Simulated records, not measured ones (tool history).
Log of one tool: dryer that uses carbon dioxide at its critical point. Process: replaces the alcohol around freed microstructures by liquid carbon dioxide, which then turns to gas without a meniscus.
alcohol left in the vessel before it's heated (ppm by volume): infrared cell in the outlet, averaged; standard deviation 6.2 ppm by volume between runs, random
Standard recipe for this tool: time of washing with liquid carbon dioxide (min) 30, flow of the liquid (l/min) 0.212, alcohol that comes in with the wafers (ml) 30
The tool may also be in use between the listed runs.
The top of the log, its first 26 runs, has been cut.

| run | hour | time of washing with liquid carbon dioxide (min) | flow of the liquid (l/min) | alcohol that comes in with the wafers (ml) | alcohol left in the vessel before it's heated (ppm by volume) |
|---|---|---|---|---|---|
| 27 | 304.1 | 19 | 0.172 | 56 | 5009 |
| 28 | 315.0 | 30 | 0.172 | 23 | 540 |
| 29 | 330.3 | 25 | 0.311 | 103 | 285 |
| 30 | 340.9 | 45 | 0.227 | 91 | 77 |
| 31 | 355.5 | 38 | 0.258 | 34 | 61 |
| 32 | 371.0 | 38 | 0.258 | 34 | 54 |
| 33 | 387.8 | 37 | 0.212 | 86 | 297 |
| 34 | 400.2 | 32 | 0.127 | 58 | 3380 |

Here are 4 independent what-if runs from the current tool condition. What would each one return?
| A | 414.6 | 32 | 0.127 | 42 | ? |
| B | 414.6 | 23 | 0.212 | 45 | ? |
| C | 414.6 | 39 | 0.358 | 49 | ? |
| D | 414.6 | 32 | 0.162 | 71 | ? |

| run | alcohol left in the vessel before it's heated (ppm by volume) |
|---|---|
| A | 2350 |
| B | 1224 |
| C | 31 |
| D | 1724 |
What these runs would have given with no unlogged condition in the tool:
| run | alcohol left in the vessel before it's heated (ppm by volume) |
|---|---|
| A | 2146 |
| B | 1084 |
| C | 2 |
| D | 1530 |
